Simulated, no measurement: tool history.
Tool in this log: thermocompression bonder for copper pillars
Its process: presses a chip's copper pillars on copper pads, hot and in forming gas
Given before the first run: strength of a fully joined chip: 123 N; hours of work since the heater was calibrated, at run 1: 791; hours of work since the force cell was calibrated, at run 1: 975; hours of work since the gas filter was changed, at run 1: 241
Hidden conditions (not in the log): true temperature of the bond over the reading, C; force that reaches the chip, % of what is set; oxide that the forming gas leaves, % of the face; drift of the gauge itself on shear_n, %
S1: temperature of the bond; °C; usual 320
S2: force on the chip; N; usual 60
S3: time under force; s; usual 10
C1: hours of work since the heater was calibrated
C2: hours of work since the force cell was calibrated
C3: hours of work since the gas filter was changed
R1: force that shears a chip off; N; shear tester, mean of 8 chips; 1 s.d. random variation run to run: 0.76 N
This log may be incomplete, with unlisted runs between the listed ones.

{"run": 1, "hour": 0.0, "S1": 320, "S2": 60, "S3": 10, "C1": 791, "C2": 975, "C3": 241, "R1": 54.4}
{"run": 2, "hour": 28.4, "S1": 320, "S2": 60, "S3": 12, "C1": 807, "C2": 991, "C3": 257, "R1": 57.5}
{"run": 3, "hour": 52.5, "S1": 320, "S2": 60, "S3": 10, "C1": 821, "C2": 1005, "C3": 270, "R1": 52.2}
{"run": 4, "hour": 80.8, "S1": 297, "S2": 60, "S3": 10, "C1": 837, "C2": 1020, "C3": 286, "R1": 41.9}
{"run": 5, "hour": 121.2, "S1": 297, "S2": 60, "S3": 10, "C1": 859, "C2": 1043, "C3": 309, "R1": 43.3}
{"run": 6, "hour": 140.0, "S1": 297, "S2": 60, "S3": 10, "C1": 870, "C2": 1054, "C3": 319, "R1": 42.8}
{"run": 7, "hour": 176.1, "S1": 320, "S2": 60, "S3": 10, "C1": 890, "C2": 1074, "C3": 339, "R1": 52.0}
{"run": 8, "hour": 219.0, "S1": 320, "S2": 60, "S3": 10, "C1": 914, "C2": 1098, "C3": 363, "R1": 52.8}
{"run": 9, "hour": 240.4, "S1": 320, "S2": 60, "S3": 10, "C1": 926, "C2": 1110, "C3": 375, "R1": 52.3}
{"run": 10, "hour": 280.4, "S1": 311, "S2": 60, "S3": 10, "C1": 948, "C2": 1132, "C3": 398, "R1": 47.5}
{"run": 11, "hour": 310.1, "S1": 320, "S2": 60, "S3": 10, "C1": 965, "C2": 1149, "C3": 414, "R1": 51.8}
{"run": 12, "hour": 329.5, "S1": 320, "S2": 82, "S3": 10, "C1": 976, "C2": 1160, "C3": 425, "R1": 67.2}
{"hour": 349.8, "done": "forming gas filter changed"}
{"run": 13, "hour": 359.6, "S1": 320, "S2": 82, "S3": 10, "C1": 992, "C2": 1176, "C3": 5, "R1": 71.1}
{"run": 14, "hour": 403.7, "S1": 320, "S2": 82, "S3": 10, "C1": 1017, "C2": 1201, "C3": 30, "R1": 73.1}
{"run": 15, "hour": 427.6, "S1": 320, "S2": 60, "S3": 25, "C1": 1030, "C2": 1214, "C3": 44, "R1": 75.1}
{"run": 16, "hour": 465.9, "S1": 320, "S2": 69, "S3": 10, "C1": 1052, "C2": 1236, "C3": 65, "R1": 61.5}
{"hour": 513.0, "done": "heater calibrated with a thermocouple chip"}
{"run": 17, "hour": 513.0, "S1": 320, "S2": 60, "S3": 5, "C1": 0, "C2": 1261, "C3": 90, "R1": 43.6}
{"run": 18, "hour": 556.6, "S1": 320, "S2": 60, "S3": 7, "C1": 24, "C2": 1285, "C3": 115, "R1": 50.9}
{"run": 19, "hour": 578.7, "S1": 320, "S2": 60, "S3": 7, "C1": 37, "C2": 1298, "C3": 127, "R1": 49.7}
{"run": 20, "hour": 606.4, "S1": 320, "S2": 60, "S3": 7, "C1": 52, "C2": 1313, "C3": 142, "R1": 50.4}
{"run": 21, "hour": 633.9, "S1": 341, "S2": 68, "S3": 6, "C1": 68, "C2": 1328, "C3": 158, "R1": 64.2}
{"run": 22, "hour": 655.9, "S1": 330, "S2": 68, "S3": 17, "C1": 80, "C2": 1341, "C3": 170, "R1": 79.5}
{"run": 23, "hour": 680.0, "S1": 330, "S2": 68, "S3": 7, "C1": 93, "C2": 1354, "C3": 184, "R1": 60.9}
{"run": 24, "hour": 704.2, "S1": 330, "S2": 68, "S3": 7, "C1": 107, "C2": 1368, "C3": 197, "R1": 60.2}
{"run": 25, "hour": 733.7, "S1": 298, "S2": 77, "S3": 10, "C1": 123, "C2": 1384, "C3": 214, "R1": 58.1}
{"hour": 738.2, "done": "force cell calibrated"}
{"run": 26, "hour": 778.2, "S1": 298, "S2": 63, "S3": 10, "C1": 148, "C2": 22, "C3": 238, "R1": 49.5}
{"run": 27, "hour": 808.5, "S1": 347, "S2": 59, "S3": 18, "C1": 164, "C2": 39, "C3": 255, "R1": 81.1}
{"run": 28, "hour": 830.1, "S1": 316, "S2": 41, "S3": 12, "C1": 177, "C2": 51, "C3": 267, "R1": 40.3}
{"hour": 838.5, "done": "force cell calibrated, once more"}
{"run": 29, "hour": 851.9, "S1": 324, "S2": 81, "S3": 11, "C1": 188, "C2": 8, "C3": 278, "R1": 72.3}
{"run": 30, "hour": 880.5, "S1": 326, "S2": 81, "S3": 5, "C1": 204, "C2": 23, "C3": 294, "R1": 57.8}
{"run": 31, "hour": 901.8, "S1": 326, "S2": 81, "S3": 5, "C1": 216, "C2": 35, "C3": 306, "R1": 57.7}
{"run": 32, "hour": 939.0, "S1": 326, "S2": 81, "S3": 5, "C1": 237, "C2": 56, "C3": 327, "R1": 56.7}
{"run": 33, "hour": 963.6, "S1": 326, "S2": 81, "S3": 5, "C1": 250, "C2": 70, "C3": 341, "R1": 56.2}
{"run": 34, "hour": 996.6, "S1": 326, "S2": 85, "S3": 5, "C1": 269, "C2": 88, "C3": 359, "R1": 60.4}
{"run": 35, "hour": 1034.5, "S1": 326, "S2": 85, "S3": 5, "C1": 290, "C2": 110, "C3": 380, "R1": 60.3}
{"run": 36, "hour": 1067.8, "S1": 341, "S2": 41, "S3": 8, "C1": 309, "C2": 128, "C3": 399, "R1": 38.5}
{"run": 37, "hour": 1097.9, "S1": 321, "S2": 60, "S3": 13, "C1": 326, "C2": 145, "C3": 416, "R1": 56.5}
{"hour": 1134.5, "done": "forming gas filter changed"}
{"run": 38, "hour": 1141.3, "S1": 321, "S2": 60, "S3": 13, "C1": 349, "C2": 169, "C3": 4, "R1": 63.9}
{"run": 39, "hour": 1170.5, "S1": 304, "S2": 69, "S3": 11, "C1": 366, "C2": 185, "C3": 20, "R1": 55.9}
{"run": 40, "hour": 1192.8, "S1": 311, "S2": 76, "S3": 11, "C1": 378, "C2": 198, "C3": 33, "R1": 67.0}

Each row is a separate what-if for the run after 40, all from the same tool condition, not one after another. Results?
{"run": "A", "hour": 1230.2, "S1": 346, "S2": 76, "S3": 18, "C1": 399, "C2": 219, "C3": 54, "R1": "?"}
{"run": "B", "hour": 1230.2, "S1": 311, "S2": 76, "S3": 7, "C1": 399, "C2": 219, "C3": 54, "R1": "?"}
{"run": "C", "hour": 1230.2, "S1": 322, "S2": 37, "S3": 24, "C1": 399, "C2": 219, "C3": 54, "R1": "?"}

run=A R1=94.8
run=B R1=57.0
run=C R1=50.0
With no hidden state in the tool, these same runs would have given:
run=A R1=96.6
run=B R1=58.6
run=C R1=51.4

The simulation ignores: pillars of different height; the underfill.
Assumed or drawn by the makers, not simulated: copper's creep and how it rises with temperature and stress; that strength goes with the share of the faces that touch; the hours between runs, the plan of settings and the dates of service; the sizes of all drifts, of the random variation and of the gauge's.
